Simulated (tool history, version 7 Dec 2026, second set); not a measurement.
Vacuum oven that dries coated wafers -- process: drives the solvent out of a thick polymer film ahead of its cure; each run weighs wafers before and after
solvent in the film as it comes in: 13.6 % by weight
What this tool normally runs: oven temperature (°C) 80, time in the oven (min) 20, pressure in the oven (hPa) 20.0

run   hour  oven temperature (°C)  time in the oven (min)  pressure in the oven (hPa)  solvent left in the film (%)
  1    0.0                     80                      20                        20.0                          3.79
  2   19.7                     80                      20                        20.0                          3.87
  3   51.2                     80                      20                        20.0                          3.85
  4   80.5                     80                      20                        27.9                          4.41
  5  112.3                     80                      20                        27.9                          4.42
  6  129.3                     80                      20                        27.9                          4.41
  7  158.2                     80                      20                        27.9                          4.43
  8  175.1                     80                      20                        27.9                          4.47
  9  199.1                     71                      20                        20.0                          5.79
 10  222.9                     71                      20                        20.0                          5.82
 11  257.4                     74                      14                        54.8                          8.84
 12  294.6                     80                      17                        63.0                          7.35
 13  320.5                     80                      17                        63.0                          7.38
 14  357.0                     94                      14                        27.7                          2.91
 15  387.9                     91                      20                        40.4                          3.18
 16  414.6                     91                      20                        13.9                          1.82
 17  448.9                     84                      19                        33.8                          4.27
 18  467.1                     84                      19                        17.0                          3.15
 19  488.3                     84                      19                        17.6                          3.23
 20  508.4                     85                      29                        23.8                          2.49

What if the next run were any one of these 4? Each begins from the tool's condition after run 20:
  A  538.0                     82                      29                        23.8                             ?
  B  538.0                     88                      19                        36.1                             ?
  C  538.0                     91                      19                        67.8                             ?
  D  538.0                     87                      15                        76.2                             ?

run  solvent left in the film (%)
  A                          2.96
  B                          3.59
  C                          4.86
  D                          6.65
Had the tool no hidden state, the same runs would have come out as:
run  solvent left in the film (%)
  A                          2.50
  B                          3.19
  C                          4.45
  D                          6.19
